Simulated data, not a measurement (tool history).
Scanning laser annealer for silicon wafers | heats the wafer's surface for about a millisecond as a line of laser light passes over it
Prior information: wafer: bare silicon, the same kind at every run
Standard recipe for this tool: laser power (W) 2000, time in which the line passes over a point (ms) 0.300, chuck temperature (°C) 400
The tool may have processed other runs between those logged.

| run | day | laser power (W) | time in which the line passes over a point (ms) | chuck temperature (°C) | highest temperature of the surface (°C) |
|---|---|---|---|---|---|
| 1 | 0.000 | 2000 | 0.300 | 400 | 1142 |
| 2 | 1.138 | 2000 | 0.300 | 400 | 1142 |
| 3 | 2.600 | 2000 | 0.300 | 400 | 1140 |
| 4 | 4.017 | 2000 | 0.300 | 400 | 1142 |
| 5 | 5.892 | 2000 | 0.300 | 400 | 1140 |
| 6 | 7.221 | 2000 | 0.300 | 400 | 1142 |
| 7 | 8.125 | 2000 | 0.300 | 400 | 1143 |
| 8 | 9.775 | 2000 | 0.221 | 400 | 1044 |
| 9 | 11.612 | 2000 | 0.263 | 400 | 1099 |
| 10 | 13.446 | 2000 | 0.263 | 400 | 1098 |
| 11 | 14.471 | 2000 | 0.263 | 400 | 1093 |
| 12 | 16.354 | 2000 | 0.263 | 400 | 1097 |
|  | 16.838 | window over the wafer cleaned |
| 13 | 18.133 | 1897 | 0.315 | 435 | 1142 |
| 14 | 19.604 | 1969 | 0.294 | 362 | 1082 |
| 15 | 20.867 | 1969 | 0.294 | 362 | 1083 |
| 16 | 21.900 | 2051 | 0.378 | 400 | 1252 |
| 17 | 23.362 | 1903 | 0.374 | 400 | 1168 |
| 18 | 24.612 | 1903 | 0.374 | 400 | 1168 |
| 19 | 26.062 | 1998 | 0.359 | 382 | 1183 |
| 20 | 27.217 | 2000 | 0.356 | 439 | 1244 |
| 21 | 28.092 | 2064 | 0.214 | 364 | 1026 |
| 22 | 29.333 | 2064 | 0.214 | 364 | 1024 |
| 23 | 31.100 | 2064 | 0.214 | 364 | 1028 |
| 24 | 32.171 | 2064 | 0.214 | 396 | 1059 |

What if the next run were any one of these 3? Each begins from the tool's condition after run 24:
| A | 33.862 | 2017 | 0.214 | 440 | ? |
| B | 33.862 | 2083 | 0.284 | 418 | ? |
| C | 33.862 | 1926 | 0.304 | 421 | ? |

| run | highest temperature of the surface (°C) |
|---|---|
| A | 1082 |
| B | 1180 |
| C | 1136 |
Without the tool's unlogged condition, the same runs would have read:
| run | highest temperature of the surface (°C) |
|---|---|
| A | 1082 |
| B | 1181 |
| C | 1136 |

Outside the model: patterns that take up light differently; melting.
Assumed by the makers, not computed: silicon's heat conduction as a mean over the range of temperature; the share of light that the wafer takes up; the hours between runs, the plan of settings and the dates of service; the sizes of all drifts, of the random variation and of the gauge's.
